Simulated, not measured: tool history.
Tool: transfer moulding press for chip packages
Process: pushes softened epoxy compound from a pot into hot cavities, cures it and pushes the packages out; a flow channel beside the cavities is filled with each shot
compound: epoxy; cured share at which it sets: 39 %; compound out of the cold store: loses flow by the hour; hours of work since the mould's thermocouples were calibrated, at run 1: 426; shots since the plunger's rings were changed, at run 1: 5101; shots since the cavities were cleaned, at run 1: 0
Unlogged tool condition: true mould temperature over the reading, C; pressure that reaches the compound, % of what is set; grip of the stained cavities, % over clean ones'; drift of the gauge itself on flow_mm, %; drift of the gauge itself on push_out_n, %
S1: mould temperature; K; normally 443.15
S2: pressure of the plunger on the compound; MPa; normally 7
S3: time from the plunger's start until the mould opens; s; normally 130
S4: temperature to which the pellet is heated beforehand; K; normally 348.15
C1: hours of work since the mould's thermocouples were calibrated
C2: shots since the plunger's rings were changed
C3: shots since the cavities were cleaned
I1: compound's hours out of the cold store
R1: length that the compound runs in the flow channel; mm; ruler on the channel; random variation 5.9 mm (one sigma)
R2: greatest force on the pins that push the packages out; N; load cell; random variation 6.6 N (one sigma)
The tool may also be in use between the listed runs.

run 1 hour=0 | S1=443.15 S2=7 S3=130 S4=348.15 | C1=426 C2=5101 C3=0 | I1=17.8 | R1=602 R2=274
run 2 hour=44.8 | S1=443.15 S2=7 S3=130 S4=348.15 | C1=454 C2=5485 C3=384 | I1=11 | R1=607 R2=464
-- hour=66 plunger's sealing rings changed
-- hour=89.2 cavities cleaned with cleaning compound and waxed
run 3 hour=116.3 | S1=443.15 S2=7 S3=130 S4=348.15 | C1=497 C2=419 C3=232 | I1=25.1 | R1=652 R2=425
run 4 hour=154 | S1=443.15 S2=7 S3=130 S4=348.15 | C1=521 C2=742 C3=555 | I1=13.1 | R1=670 R2=553
-- hour=174.2 cavities cleaned with cleaning compound and waxed
-- hour=182.5 mould's thermocouples calibrated
run 5 hour=193.8 | S1=443.15 S2=7 S3=130 S4=348.15 | C1=7 C2=1054 C3=151 | I1=9.1 | R1=693 R2=394
run 6 hour=224.7 | S1=443.15 S2=7.32 S3=130 S4=348.15 | C1=27 C2=1319 C3=416 | I1=37.5 | R1=600 R2=459
-- hour=264.2 cavities cleaned with cleaning compound and waxed
run 7 hour=283.8 | S1=443.15 S2=7.32 S3=130 S4=348.15 | C1=63 C2=1813 C3=168 | I1=40.1 | R1=597 R2=368
run 8 hour=343.4 | S1=443.15 S2=7.32 S3=130 S4=348.15 | C1=100 C2=2324 C3=679 | I1=22.1 | R1=634 R2=544
-- hour=354.4 cavities cleaned with cleaning compound and waxed
run 9 hour=392.4 | S1=443.15 S2=7 S3=130 S4=351.15 | C1=130 C2=2732 C3=327 | I1=16.3 | R1=640 R2=460
-- hour=442.1 cavities cleaned with cleaning compound and waxed
run 10 hour=466.8 | S1=443.15 S2=7 S3=130 S4=348.15 | C1=176 C2=3357 C3=211 | I1=13.5 | R1=630 R2=402
-- hour=478 mould's thermocouples calibrated, once more
-- hour=529.2 cavities cleaned with cleaning compound and waxed
run 11 hour=539.8 | S1=443.15 S2=7 S3=130 S4=348.15 | C1=38 C2=3953 C3=91 | I1=34.3 | R1=586 R2=320
run 12 hour=604.4 | S1=443.15 S2=7 S3=130 S4=348.15 | C1=79 C2=4507 C3=645 | I1=18.8 | R1=606 R2=557
-- hour=617.7 cavities cleaned with cleaning compound and waxed
run 13 hour=640.7 | S1=436.15 S2=7 S3=130 S4=348.15 | C1=100 C2=4806 C3=197 | I1=17.5 | R1=623 R2=745
-- hour=704.8 cavities cleaned with cleaning compound and waxed
run 14 hour=705.1 | S1=443.15 S2=8.11 S3=130 S4=348.15 | C1=140 C2=5345 C3=2 | I1=10.3 | R1=663 R2=296
-- hour=747.9 plunger's sealing rings changed
run 15 hour=780.4 | S1=443.15 S2=8.11 S3=130 S4=348.15 | C1=186 C2=279 C3=627 | I1=43.8 | R1=638 R2=530
-- hour=798.4 cavities cleaned with cleaning compound and waxed
run 16 hour=825.8 | S1=443.15 S2=6.46 S3=134 S4=348.15 | C1=213 C2=656 C3=235 | I1=8.2 | R1=679 R2=433
run 17 hour=879.2 | S1=441.15 S2=5.26 S3=112 S4=347.15 | C1=247 C2=1114 C3=693 | I1=28.9 | R1=552 R2=899
-- hour=886.9 cavities cleaned with cleaning compound and waxed
run 18 hour=920.1 | S1=447.15 S2=6.58 S3=110 S4=343.15 | C1=272 C2=1452 C3=285 | I1=23.7 | R1=593 R2=483
run 19 hour=950.9 | S1=448.15 S2=7.05 S3=130 S4=354.15 | C1=291 C2=1716 C3=549 | I1=44.4 | R1=561 R2=399
-- hour=978.2 cavities cleaned with cleaning compound and waxed
run 20 hour=989.2 | S1=448.15 S2=7.05 S3=112 S4=351.15 | C1=314 C2=2031 C3=94 | I1=14.2 | R1=642 R2=342
run 21 hour=1035 | S1=439.15 S2=7 S3=130 S4=348.15 | C1=343 C2=2425 C3=488 | I1=17.6 | R1=652 R2=703
-- hour=1065.8 cavities cleaned with cleaning compound and waxed
run 22 hour=1092.6 | S1=439.15 S2=7 S3=165 S4=342.15 | C1=378 C2=2906 C3=230 | I1=35.4 | R1=599 R2=386
run 23 hour=1138.2 | S1=439.15 S2=7 S3=128 S4=348.15 | C1=407 C2=3297 C3=621 | I1=25.8 | R1=619 R2=728
-- hour=1151.3 cavities cleaned with cleaning compound and waxed
run 24 hour=1204.6 | S1=443.15 S2=5.49 S3=120 S4=344.15 | C1=448 C2=3854 C3=457 | I1=37.8 | R1=498 R2=583
-- hour=1236.7 cavities cleaned with cleaning compound and waxed
run 25 hour=1253.9 | S1=443.15 S2=7.9 S3=130 S4=348.15 | C1=478 C2=4263 C3=147 | I1=41.5 | R1=587 R2=358
run 26 hour=1316.3 | S1=443.15 S2=7 S3=130 S4=347.15 | C1=517 C2=4799 C3=683 | I1=32.5 | R1=563 R2=537

Some steps in R1, run to run, broken into two amounts with sign: the step expected even without the hidden condition (settings, incoming material, random variation), and the rest, left for the hidden condition together with whatever gauge scatter is not in both the measured and the hidden-condition-free result:
Run 2 -> 3: plunger's sealing rings changed, cavities cleaned with cleaning compound and waxed. R1 +45 mm: hidden state +73, all else -28.
Run 14 -> 15: plunger's sealing rings changed. R1 -25 mm: hidden state +82, all else -107.
Run 16 -> 17: S1 443.15 -> 441.15, S2 6.46 -> 5.26, S3 134 -> 112, S4 348.15 -> 347.15. R1 -127 mm: hidden state -3, all else -124.
Run 23 -> 24: S1 439.15 -> 443.15, S2 7 -> 5.49, S3 128 -> 120, S4 348.15 -> 344.15, cavities cleaned with cleaning compound and waxed. R1 -121 mm: hidden state +2, all else -123.
